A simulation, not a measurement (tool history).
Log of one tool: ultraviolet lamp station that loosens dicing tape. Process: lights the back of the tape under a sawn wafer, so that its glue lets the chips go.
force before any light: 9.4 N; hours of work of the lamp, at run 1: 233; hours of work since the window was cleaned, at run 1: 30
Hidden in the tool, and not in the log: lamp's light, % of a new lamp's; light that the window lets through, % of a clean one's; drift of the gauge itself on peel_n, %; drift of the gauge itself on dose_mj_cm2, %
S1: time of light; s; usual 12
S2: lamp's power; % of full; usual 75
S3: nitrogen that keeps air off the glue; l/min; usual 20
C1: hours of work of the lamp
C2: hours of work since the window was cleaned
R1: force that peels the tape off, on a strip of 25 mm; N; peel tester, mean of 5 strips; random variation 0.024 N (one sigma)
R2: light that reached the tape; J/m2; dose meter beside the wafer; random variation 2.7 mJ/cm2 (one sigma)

run   hour  S1  S2  S3   C1   C2     R1    R2
  1    0.0  12  75  20  233   30  1.206  3720
  2   37.5  12  67  20  261   59  1.506  3320
  3  102.8  12  67  20  311  108  1.451  3350
  4  161.7  12  67  20  356  153  1.440  3390
  5  203.9  12  67  20  388  185  1.459  3380
  6  241.6  12  67  20  417  214  1.477  3340
  7  320.0  18  75  20  476  274  0.561  5570
  8  392.4  12  75  20  532  329  1.211  3770
  9  427.1  12  75  20  558  355  1.200  3730
 10  462.8   9  72  17  585  382  2.178  2680
 11  539.4   9  72  17  643  441  2.327  2720
 12  585.5   9  72  17  679  476  2.265  2710
 13  636.4  23  75  23  717  514  0.341  7220
     661.6  -- window cleaned of glue's vapour
 14  681.4  22  96  36  751   15  0.248  8740
 15  744.2  22  96  36  799   63  0.260  8770
 16  808.6  13  75  14  848  112  1.367  4010
 17  843.4  13  75  14  874  138  1.392  4020
 18  895.1   8  75  20  914  178  2.221  2530

Forecast each of these 3 alternatives for the next run:
  A  949.3  14  71  20  955  219   ?   ?
  B  949.3   8  75  29  955  219   ?   ?
  C  949.3   8  75   7  955  219   ?   ?

run     R1    R2
  A  0.991  4110
  B  1.904  2520
  C  3.678  2490
Without the tool's hidden state the same runs would have given:
run     R1    R2
  A  0.988  4120
  B  1.900  2520
  C  3.674  2500

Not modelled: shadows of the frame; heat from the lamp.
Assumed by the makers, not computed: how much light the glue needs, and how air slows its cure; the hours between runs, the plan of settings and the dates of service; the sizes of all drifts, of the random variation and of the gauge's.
